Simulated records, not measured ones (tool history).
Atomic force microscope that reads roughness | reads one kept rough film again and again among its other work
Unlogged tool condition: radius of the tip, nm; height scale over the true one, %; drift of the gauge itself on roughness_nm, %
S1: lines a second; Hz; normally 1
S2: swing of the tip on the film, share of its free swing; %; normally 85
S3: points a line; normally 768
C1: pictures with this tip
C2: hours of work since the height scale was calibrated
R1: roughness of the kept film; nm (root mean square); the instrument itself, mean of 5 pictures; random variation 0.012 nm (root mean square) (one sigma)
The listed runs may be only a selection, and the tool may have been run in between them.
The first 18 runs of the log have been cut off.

run 19 hour=242.5 | S1=1.04 S2=80 S3=960 | C1=72 C2=335 | R1=2.93
run 20 hour=257.4 | S1=0.73 S2=80 S3=997 | C1=107 C2=346 | R1=3.038
run 21 hour=266.6 | S1=1.24 S2=80 S3=997 | C1=128 C2=353 | R1=2.867
-- hour=270 new tip fitted
run 22 hour=281.8 | S1=1.24 S2=86 S3=997 | C1=27 C2=364 | R1=2.766
run 23 hour=297 | S1=1.24 S2=86 S3=997 | C1=62 C2=375 | R1=2.778
run 24 hour=309.7 | S1=0.54 S2=69 S3=656 | C1=92 C2=385 | R1=3.143
run 25 hour=318.8 | S1=1.16 S2=69 S3=656 | C1=113 C2=392 | R1=3.045
-- hour=328.8 new tip fitted
run 26 hour=331.3 | S1=1.16 S2=69 S3=931 | C1=5 C2=401 | R1=3.045
run 27 hour=341 | S1=1.95 S2=75 S3=316 | C1=28 C2=408 | R1=2.747
run 28 hour=348.9 | S1=2 S2=75 S3=323 | C1=46 C2=414 | R1=2.753
run 29 hour=356.5 | S1=1 S2=67 S3=721 | C1=64 C2=420 | R1=3.088
run 30 hour=374.1 | S1=2.83 S2=81 S3=651 | C1=105 C2=433 | R1=2.447
-- hour=387.9 new tip fitted
run 31 hour=389 | S1=3.79 S2=75 S3=877 | C1=3 C2=443 | R1=2.481
run 32 hour=399.8 | S1=3.08 S2=83 S3=260 | C1=28 C2=451 | R1=2.27
run 33 hour=412.2 | S1=3.08 S2=83 S3=260 | C1=56 C2=461 | R1=2.276
run 34 hour=421.8 | S1=1 S2=86 S3=768 | C1=79 C2=468 | R1=2.831

Consider 4 possible next runs. They are alternatives, not a sequence: every one starts from the tool as it was left by run 34. What does each give?
run A hour=430.4 | S1=1 S2=85 S3=768 | C1=98 C2=474 | R1=?
run B hour=430.4 | S1=2.47 S2=85 S3=837 | C1=98 C2=474 | R1=?
run C hour=430.4 | S1=0.87 S2=85 S3=345 | C1=98 C2=474 | R1=?
run D hour=430.4 | S1=2.82 S2=68 S3=427 | C1=98 C2=474 | R1=?

run=A R1=2.877
run=B R1=2.432
run=C R1=2.868
run=D R1=2.796
Stripped of hidden state, with their random variation kept, the same runs would have yielded:
run=A R1=2.883
run=B R1=2.437
run=C R1=2.873
run=D R1=2.802
